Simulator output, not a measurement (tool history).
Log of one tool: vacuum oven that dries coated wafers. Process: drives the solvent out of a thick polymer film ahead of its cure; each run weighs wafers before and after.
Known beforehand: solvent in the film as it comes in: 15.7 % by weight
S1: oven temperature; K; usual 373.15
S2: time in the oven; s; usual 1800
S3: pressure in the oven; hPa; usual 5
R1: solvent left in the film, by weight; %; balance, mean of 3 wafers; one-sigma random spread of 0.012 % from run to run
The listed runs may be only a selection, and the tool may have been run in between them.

run	hour	S1	S2	S3	R1
1	0	373.15	1800	5	3.72
2	21.5	373.15	1800	5	3.74
3	46.5	373.15	1800	5	3.73
4	92.2	373.15	1800	5	3.73
5	116.8	373.15	3000	5	1.71
6	161.6	373.15	3000	5	1.74
7	196.2	373.15	3000	5	1.74
8	240.6	376.15	1800	5	3.21
9	268.9	373.15	1800	10.51	3.93
10	291.1	373.15	1260	5	5.38
11	316.4	373.15	1260	5	5.38
12	354.7	378.15	1800	5	2.88
13	378.4	373.15	1800	3.06	3.66
14	418.5	365.15	1800	5	5.21
15	448.8	365.15	1800	5	5.21
16	467.7	365.15	2220	5	4.25
17	496.5	365.15	2220	5	4.25
18	533	365.15	2220	5	4.27
19	562.8	365.15	2220	5	4.23
20	581.3	365.15	2220	5	4.24
21	607.4	373.15	1800	5	3.73
22	650	373.15	1800	5	3.74
23	669.6	373.15	1800	2.92	3.66
24	714.2	373.15	1800	2.92	3.65
25	739.5	373.15	1800	2.92	3.65
26	758.2	373.15	1800	2.92	3.66
27	802	386.15	2820	15.1	0.96
28	846.3	386.15	2820	15.1	0.94
29	865.8	370.15	1080	8.61	6.7
30	908.2	373.15	1440	11.12	4.93
31	930.1	373.15	1860	3.35	3.5
32	973.1	373.15	1680	5.95	4.06
33	999.1	382.15	1680	16.67	2.91
34	1040.7	379.15	2220	4.74	1.92
35	1060	373.15	2520	5	2.33
36	1085.6	366.15	2520	5.84	3.54
37	1113.2	383.15	2460	5	1.16
38	1150.9	370.15	1140	7.64	6.45
# hour 1159.1: oven's thermocouples calibrated
39	1182.9	370.15	1140	7.64	6.44
40	1217.7	371.15	1140	7.54	6.28
41	1251.7	367.15	1140	7.54	6.93
42	1271.7	367.15	960	4.17	7.55
43	1294.5	367.15	960	4.17	7.57
# hour 1311.7: vacuum gauge cleaned of residue and calibrated
44	1326.4	365.15	1920	7.73	5.04
45	1350.3	382.15	2400	4.8	1.33
46	1383.5	361.15	1680	11.81	6.6
47	1421.9	386.15	1800	9.66	1.87

3 options for the next run, each taken on its own from the tool as it stands now. Forecast them:
A	1452	386.15	1800	5.67	?
B	1452	386.15	1800	4.12	?
C	1452	368.15	1800	2.78	?

run	R1
A	1.76
B	1.73
C	4.55
With the hidden condition removed and each run's random variation left untouched, the same runs would have given:
run	R1
A	1.76
B	1.73
C	4.55
